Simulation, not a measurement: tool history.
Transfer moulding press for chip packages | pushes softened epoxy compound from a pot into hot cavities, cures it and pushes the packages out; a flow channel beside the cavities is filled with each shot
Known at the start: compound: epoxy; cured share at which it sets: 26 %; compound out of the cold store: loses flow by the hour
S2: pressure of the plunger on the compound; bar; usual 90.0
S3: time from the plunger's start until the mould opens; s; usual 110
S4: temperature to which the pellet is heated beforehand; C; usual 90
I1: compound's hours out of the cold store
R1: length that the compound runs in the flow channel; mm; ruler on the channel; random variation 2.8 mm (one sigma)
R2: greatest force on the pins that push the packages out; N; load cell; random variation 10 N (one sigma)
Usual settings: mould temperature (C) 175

Run 1, hour 0.0: usual settings; I1 45.1. Result: R1 539 mm, R2 473 N.
Run 2, hour 24.9: usual settings; I1 40.1. Result: R1 552 mm, R2 455 N.
Run 3, hour 81.8: usual settings; I1 37.8. Result: R1 551 mm, R2 482 N.
At hour 108.7: cavities cleaned with cleaning compound and waxed.
At hour 121.7: plunger's sealing rings changed.
At hour 133.3: mould's thermocouples calibrated.
Run 4, hour 145.8: usual settings but S3 127 s; I1 37.4. Result: R1 548 mm, R2 410 N.
Run 5, hour 175.9: usual settings but S4 88 C; I1 17.7. Result: R1 594 mm, R2 476 N.
At hour 220.2: cavities cleaned with cleaning compound and waxed.
Run 6, hour 238.9: usual settings but S4 88 C; I1 14.4. Result: R1 600 mm, R2 494 N.
Run 7, hour 279.1: usual settings; I1 41.1. Result: R1 548 mm, R2 480 N.
Run 8, hour 318.3: usual settings; I1 10.5. Result: R1 599 mm, R2 472 N.
At hour 329.6: cavities cleaned with cleaning compound and waxed.
Run 9, hour 350.6: usual settings; I1 41.6. Result: R1 545 mm, R2 465 N.
Run 10, hour 393.2: usual settings; I1 8.1. Result: R1 611 mm, R2 494 N.
At hour 437.1: cavities cleaned with cleaning compound and waxed.
Run 11, hour 444.3: usual settings but S3 99 s; I1 36.5. Result: R1 561 mm, R2 552 N.
Run 12, hour 485.5: usual settings but mould temperature (C) 176, S2 87.9 bar, S4 87 C; I1 8.4. Result: R1 597 mm, R2 477 N.
Run 13, hour 541.1: usual settings but mould temperature (C) 176, S2 87.9 bar, S3 148 s, S4 88 C; I1 35.1. Result: R1 549 mm, R2 387 N.
At hour 547.5: cavities cleaned with cleaning compound and waxed.
Run 14, hour 583.9: usual settings but S2 79.7 bar; I1 15.4. Result: R1 552 mm, R2 490 N.
Run 15, hour 633.3: usual settings but mould temperature (C) 171, S2 73.5 bar, S3 141 s, S4 89 C; I1 29.1. Result: R1 526 mm, R2 431 N.
At hour 645.1: plunger's sealing rings changed.
At hour 660.1: cavities cleaned with cleaning compound and waxed.
Run 16, hour 688.8: usual settings but mould temperature (C) 171, S2 73.5 bar, S3 141 s, S4 89 C; I1 11.2. Result: R1 556 mm, R2 429 N.
Run 17, hour 717.5: usual settings but mould temperature (C) 171, S2 73.5 bar, S3 141 s, S4 89 C; I1 33.3. Result: R1 514 mm, R2 420 N.

Forecast each of these 4 alternatives for the next run:
Run A, hour 749.7: usual settings but S2 106.1 bar; I1 26.1. Result: R1 ?, R2 ?.
Run B, hour 749.7: usual settings but mould temperature (C) 171, S2 73.5 bar, S3 139 s; I1 14.7. Result: R1 ?, R2 ?.
Run C, hour 749.7: usual settings but mould temperature (C) 168, S3 127 s, S4 81 C; I1 36.5. Result: R1 ?, R2 ?.
Run D, hour 749.7: usual settings but mould temperature (C) 173, S2 82.0 bar, S4 91 C; I1 25.4. Result: R1 ?, R2 ?.

run   R1   R2
  A  624  484
  B  551  435
  C  575  547
  D  554  528
Without the tool's hidden state the same runs would have given:
run   R1   R2
  A  624  480
  B  551  432
  C  575  543
  D  554  524
